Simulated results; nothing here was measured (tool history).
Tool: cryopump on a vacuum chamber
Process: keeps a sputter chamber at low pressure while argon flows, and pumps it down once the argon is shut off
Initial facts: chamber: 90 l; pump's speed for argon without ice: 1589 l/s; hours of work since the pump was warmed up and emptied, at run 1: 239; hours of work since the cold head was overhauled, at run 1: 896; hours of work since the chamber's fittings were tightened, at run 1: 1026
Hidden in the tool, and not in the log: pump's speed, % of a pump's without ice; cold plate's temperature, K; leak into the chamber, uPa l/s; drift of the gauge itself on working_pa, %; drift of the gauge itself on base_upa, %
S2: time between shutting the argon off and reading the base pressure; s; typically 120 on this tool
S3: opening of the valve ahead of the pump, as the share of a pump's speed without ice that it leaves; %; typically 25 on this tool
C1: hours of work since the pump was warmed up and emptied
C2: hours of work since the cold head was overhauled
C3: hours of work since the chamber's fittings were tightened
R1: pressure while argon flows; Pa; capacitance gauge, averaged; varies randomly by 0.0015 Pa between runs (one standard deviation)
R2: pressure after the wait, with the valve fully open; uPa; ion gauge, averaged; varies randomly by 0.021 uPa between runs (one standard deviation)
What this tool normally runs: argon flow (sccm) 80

run 1 hour=0.0 | argon_flow_(sccm)=80 S2=120 S3=25 | C1=239 C2=896 C3=1026 | R1=0.3511 R2=1.86
run 2 hour=53.4 | argon_flow_(sccm)=80 S2=120 S3=25 | C1=269 C2=926 C3=1056 | R1=0.3533 R2=1.92
run 3 hour=126.0 | argon_flow_(sccm)=80 S2=120 S3=25 | C1=310 C2=967 C3=1098 | R1=0.3545 R2=1.96
run 4 hour=181.1 | argon_flow_(sccm)=80 S2=53 S3=25 | C1=341 C2=999 C3=1129 | R1=0.3584 R2=2.48
run 5 hour=257.6 | argon_flow_(sccm)=80 S2=53 S3=25 | C1=385 C2=1042 C3=1172 | R1=0.3574 R2=2.55
run 6 hour=316.7 | argon_flow_(sccm)=80 S2=53 S3=25 | C1=418 C2=1076 C3=1206 | R1=0.3596 R2=2.67
run 7 hour=358.8 | argon_flow_(sccm)=80 S2=53 S3=25 | C1=442 C2=1099 C3=1230 | R1=0.3628 R2=2.74
run 8 hour=393.9 | argon_flow_(sccm)=107 S2=120 S3=25 | C1=462 C2=1119 C3=1250 | R1=0.4860 R2=2.36
run 9 hour=463.4 | argon_flow_(sccm)=107 S2=120 S3=25 | C1=502 C2=1159 C3=1289 | R1=0.4894 R2=2.44
run 10 hour=521.2 | argon_flow_(sccm)=107 S2=120 S3=25 | C1=534 C2=1192 C3=1322 | R1=0.4886 R2=2.55
run 11 hour=604.4 | argon_flow_(sccm)=107 S2=120 S3=25 | C1=582 C2=1239 C3=1369 | R1=0.4938 R2=2.76
run 12 hour=667.9 | argon_flow_(sccm)=80 S2=54 S3=25 | C1=618 C2=1275 C3=1405 | R1=0.3713 R2=3.20
-- hour=719.9 pump warmed up, emptied and cooled again
run 13 hour=720.9 | argon_flow_(sccm)=80 S2=120 S3=25 | C1=1 C2=1302 C3=1432 | R1=0.3442 R2=2.18
run 14 hour=781.7 | argon_flow_(sccm)=80 S2=120 S3=25 | C1=35 C2=1337 C3=1467 | R1=0.3420 R2=2.29
run 15 hour=854.2 | argon_flow_(sccm)=80 S2=120 S3=25 | C1=76 C2=1378 C3=1508 | R1=0.3462 R2=2.29
run 16 hour=894.4 | argon_flow_(sccm)=80 S2=120 S3=25 | C1=99 C2=1401 C3=1531 | R1=0.3472 R2=2.43
run 17 hour=964.3 | argon_flow_(sccm)=80 S2=120 S3=25 | C1=139 C2=1440 C3=1571 | R1=0.3465 R2=2.52
run 18 hour=1019.8 | argon_flow_(sccm)=80 S2=120 S3=26 | C1=170 C2=1472 C3=1602 | R1=0.3347 R2=2.51
run 19 hour=1077.5 | argon_flow_(sccm)=34 S2=62 S3=26 | C1=203 C2=1505 C3=1635 | R1=0.1445 R2=2.92
run 20 hour=1148.3 | argon_flow_(sccm)=80 S2=120 S3=18 | C1=243 C2=1545 C3=1675 | R1=0.4854 R2=2.68
run 21 hour=1228.3 | argon_flow_(sccm)=117 S2=25 S3=33 | C1=289 C2=1590 C3=1720 | R1=0.3965 R2=4.04
run 22 hour=1282.7 | argon_flow_(sccm)=117 S2=77 S3=24 | C1=319 C2=1621 C3=1751 | R1=0.5405 R2=3.09
run 23 hour=1349.8 | argon_flow_(sccm)=117 S2=77 S3=24 | C1=357 C2=1659 C3=1789 | R1=0.5431 R2=3.16
run 24 hour=1401.7 | argon_flow_(sccm)=117 S2=77 S3=24 | C1=387 C2=1689 C3=1819 | R1=0.5446 R2=3.23
run 25 hour=1477.8 | argon_flow_(sccm)=100 S2=87 S3=24 | C1=430 C2=1732 C3=1862 | R1=0.4682 R2=3.32
run 26 hour=1523.2 | argon_flow_(sccm)=80 S2=40 S3=19 | C1=456 C2=1757 C3=1888 | R1=0.4701 R2=3.76
run 27 hour=1567.6 | argon_flow_(sccm)=80 S2=40 S3=19 | C1=481 C2=1783 C3=1913 | R1=0.4716 R2=3.74
run 28 hour=1614.9 | argon_flow_(sccm)=65 S2=59 S3=25 | C1=508 C2=1810 C3=1940 | R1=0.2967 R2=3.69
run 29 hour=1658.3 | argon_flow_(sccm)=95 S2=289 S3=25 | C1=533 C2=1834 C3=1965 | R1=0.4335 R2=3.27
run 30 hour=1744.4 | argon_flow_(sccm)=61 S2=120 S3=25 | C1=581 C2=1883 C3=2013 | R1=0.2792 R2=3.59
run 31 hour=1789.4 | argon_flow_(sccm)=85 S2=120 S3=25 | C1=607 C2=1909 C3=2039 | R1=0.3921 R2=3.63
run 32 hour=1830.2 | argon_flow_(sccm)=80 S2=49 S3=40 | C1=630 C2=1932 C3=2062 | R1=0.2439 R2=4.21
-- hour=1863.0 pump warmed up, emptied and cooled again
-- hour=1878.6 leaking fittings of the chamber tightened, without venting
run 33 hour=1922.2 | argon_flow_(sccm)=80 S2=120 S3=18 | C1=32 C2=1980 C3=25 | R1=0.4791 R2=0.53
run 34 hour=1992.1 | argon_flow_(sccm)=157 S2=50 S3=16 | C1=72 C2=2020 C3=64 | R1=1.0490 R2=1.02
run 35 hour=2072.0 | argon_flow_(sccm)=157 S2=174 S3=34 | C1=117 C2=2065 C3=110 | R1=0.5060 R2=0.54

Forecast each of these 3 alternatives for the next run:
run A hour=2133.4 | argon_flow_(sccm)=37 S2=37 S3=28 | C1=152 C2=2100 C3=145 | R1=? R2=?
run B hour=2133.4 | argon_flow_(sccm)=157 S2=97 S3=28 | C1=152 C2=2100 C3=145 | R1=? R2=?
run C hour=2133.4 | argon_flow_(sccm)=51 S2=41 S3=17 | C1=152 C2=2100 C3=145 | R1=? R2=?

run=A R1=0.1446 R2=1.36
run=B R1=0.6121 R2=0.78
run=C R1=0.3235 R2=1.29
With no hidden state in the tool, these same runs would have given:
run=A R1=0.1404 R2=1.15
run=B R1=0.5945 R2=0.56
run=C R1=0.3178 R2=1.08
